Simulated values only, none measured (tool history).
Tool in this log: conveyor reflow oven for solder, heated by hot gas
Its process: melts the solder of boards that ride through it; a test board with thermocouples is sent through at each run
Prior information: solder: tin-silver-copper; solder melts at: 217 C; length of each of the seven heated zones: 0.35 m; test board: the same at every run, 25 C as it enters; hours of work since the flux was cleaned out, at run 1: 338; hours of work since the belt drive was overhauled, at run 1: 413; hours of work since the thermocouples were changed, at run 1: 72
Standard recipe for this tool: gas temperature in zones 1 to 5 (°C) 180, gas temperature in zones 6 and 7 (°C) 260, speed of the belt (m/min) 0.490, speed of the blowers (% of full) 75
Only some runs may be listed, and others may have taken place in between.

| run | hour | gas temperature in zones 1 to 5 (°C) | gas temperature in zones 6 and 7 (°C) | speed of the belt (m/min) | speed of the blowers (% of full) | hours of work since the flux was cleaned out | hours of work since the belt drive was overhauled | hours of work since the thermocouples were changed | highest temperature of the board (°C) | time above the solder's melting point (s) |
|---|---|---|---|---|---|---|---|---|---|---|
| 1 | 0.0 | 180 | 260 | 0.490 | 75 | 338 | 413 | 72 | 246.7 | 63.3 |
| 2 | 5.4 | 180 | 260 | 0.490 | 75 | 340 | 416 | 75 | 246.6 | 62.9 |
| 3 | 11.7 | 180 | 260 | 0.490 | 75 | 343 | 419 | 78 | 247.0 | 62.9 |
| 4 | 22.3 | 180 | 260 | 0.490 | 75 | 348 | 424 | 83 | 246.4 | 63.1 |
| 5 | 30.5 | 180 | 260 | 0.490 | 75 | 352 | 428 | 87 | 247.1 | 62.2 |
| 6 | 41.8 | 180 | 260 | 0.490 | 75 | 358 | 434 | 92 | 246.7 | 62.7 |
| 7 | 49.0 | 180 | 260 | 0.490 | 75 | 362 | 437 | 96 | 247.5 | 62.4 |
| 8 | 55.0 | 180 | 260 | 0.490 | 75 | 364 | 440 | 99 | 246.7 | 62.6 |
| 9 | 60.1 | 166 | 258 | 0.490 | 80 | 367 | 443 | 101 | 244.0 | 53.9 |
| 10 | 64.9 | 182 | 260 | 0.517 | 75 | 369 | 445 | 104 | 246.4 | 58.5 |
| 11 | 72.8 | 170 | 257 | 0.547 | 72 | 373 | 449 | 108 | 238.9 | 43.3 |
| 12 | 82.9 | 185 | 260 | 0.490 | 58 | 378 | 454 | 112 | 245.2 | 62.5 |
| 13 | 94.3 | 172 | 260 | 0.490 | 75 | 384 | 460 | 118 | 246.0 | 57.9 |
| 14 | 100.7 | 188 | 274 | 0.466 | 85 | 387 | 463 | 121 | 263.0 | 81.3 |
| 15 | 107.6 | 189 | 257 | 0.550 | 81 | 390 | 466 | 125 | 243.3 | 56.2 |

Below are 5 alternative next runs, each starting from the tool's condition after run 15. Predict each:
| A | 112.5 | 189 | 263 | 0.516 | 61 | 393 | 469 | 127 | ? | ? |
| B | 112.5 | 171 | 260 | 0.523 | 75 | 393 | 469 | 127 | ? | ? |
| C | 112.5 | 184 | 265 | 0.490 | 79 | 393 | 469 | 127 | ? | ? |
| D | 112.5 | 187 | 257 | 0.579 | 51 | 393 | 469 | 127 | ? | ? |
| E | 112.5 | 194 | 271 | 0.490 | 65 | 393 | 469 | 127 | ? | ? |

| run | highest temperature of the board (°C) | time above the solder's melting point (s) |
|---|---|---|
| A | 247.5 | 62.9 |
| B | 242.7 | 50.9 |
| C | 251.9 | 69.3 |
| D | 236.9 | 40.6 |
| E | 257.1 | 76.9 |
Stripped of hidden state, with their random variation kept, the same runs would have yielded:
| run | highest temperature of the board (°C) | time above the solder's melting point (s) |
|---|---|---|
| A | 247.5 | 62.9 |
| B | 242.8 | 51.0 |
| C | 251.9 | 69.4 |
| D | 236.9 | 40.7 |
| E | 257.2 | 76.9 |

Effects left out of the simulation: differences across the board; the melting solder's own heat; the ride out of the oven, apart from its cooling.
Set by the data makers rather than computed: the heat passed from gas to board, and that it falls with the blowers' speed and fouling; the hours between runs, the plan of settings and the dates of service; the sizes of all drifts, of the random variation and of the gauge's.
